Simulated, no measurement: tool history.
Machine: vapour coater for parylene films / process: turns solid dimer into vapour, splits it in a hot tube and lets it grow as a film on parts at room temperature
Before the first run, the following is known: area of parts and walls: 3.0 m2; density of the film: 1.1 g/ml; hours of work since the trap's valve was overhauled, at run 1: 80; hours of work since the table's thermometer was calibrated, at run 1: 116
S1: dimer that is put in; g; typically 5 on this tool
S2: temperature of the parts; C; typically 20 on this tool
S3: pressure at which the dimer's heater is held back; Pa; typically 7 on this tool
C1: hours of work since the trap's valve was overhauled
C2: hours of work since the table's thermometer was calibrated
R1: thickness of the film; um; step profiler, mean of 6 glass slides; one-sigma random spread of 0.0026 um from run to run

run	day	S1	S2	S3	C1	C2	R1
1	0	5	20	7	80	116	0.755
2	0.792	5	20	7	89	125	0.759
3	1.462	5	20	7	96	132	0.759
4	2.229	5	20	7	105	141	0.753
5	3.012	5	20	7	113	149	0.755
6	3.592	5	20	7	120	156	0.758
7	4.371	5	20	7	128	164	0.753
8	5.346	5	20	7	139	175	0.75
9	5.771	5	20	4.39	144	180	0.836
10	6.3	5	20	7	150	186	0.751
11	7.05	5	20	7	158	194	0.758
12	7.517	5	20	7	163	199	0.752
13	8.046	5	20	7	169	205	0.75
14	9.021	6	20	7	180	216	0.9
15	9.546	5	12	7	185	222	1.017
16	10.221	5	12	7	193	229	1.021
17	10.904	5	20	2.91	200	237	0.901
18	11.429	5	20	2.91	206	242	0.9
19	12.333	5	20	2.91	216	252	0.893
20	13.212	5	20	2.91	226	262	0.895
21	13.667	5	20	2.91	231	267	0.897
22	14.338	4	20	7	238	275	0.592
23	15.154	4	28	7	247	284	0.434
24	15.842	4	27	9.88	255	291	0.422
25	16.588	7	15	7	263	299	1.256
# day 16.708: table's thermometer calibrated
26	17.358	5	12	2.41	271	7	1.267
27	18.042	2	20	2.02	279	15	0.38
# day 18.696: table's thermometer calibrated, once more
28	18.817	2	20	2.02	287	1	0.372
29	19.425	2	20	2.02	294	8	0.375
30	19.854	2	20	2.02	298	13	0.374
31	20.667	5	17	7.5	307	22	0.797
32	21.096	2	15	2.25	312	26	0.445
33	22.058	2	15	2.25	323	37	0.443
34	22.958	2	14	2.25	333	47	0.459
35	23.504	3	22	7	339	53	0.396
36	24.371	3	22	7	348	63	0.395
37	24.775	6	24	7	353	67	0.734
38	25.542	6	24	7	361	76	0.734
39	26.042	3	16	6.91	367	81	0.498
40	26.521	6	17	2.7	372	86	1.172
41	26.992	6	17	2.7	377	92	1.173
42	27.583	5	20	4.33	384	98	0.785
43	28.021	3	26	4.33	389	103	0.376
44	28.833	5	25	4.12	398	112	0.653
45	29.742	5	26	2.04	408	122	0.73
46	30.658	3	28	2.26	418	132	0.396

Predict each of these 5 candidate next runs independently; none follows another, all start after run 46:
A	31.35	3	14	2.17	425	140	?
B	31.35	5	31	6.97	425	140	?
C	31.35	2	25	4.87	425	140	?
D	31.35	5	20	9.83	425	140	?
E	31.35	4	20	7	425	140	?

run	R1
A	0.688
B	0.465
C	0.247
D	0.658
E	0.565
With no hidden state in the tool, these same runs would have given:
run	R1
A	0.747
B	0.505
C	0.269
D	0.716
E	0.614
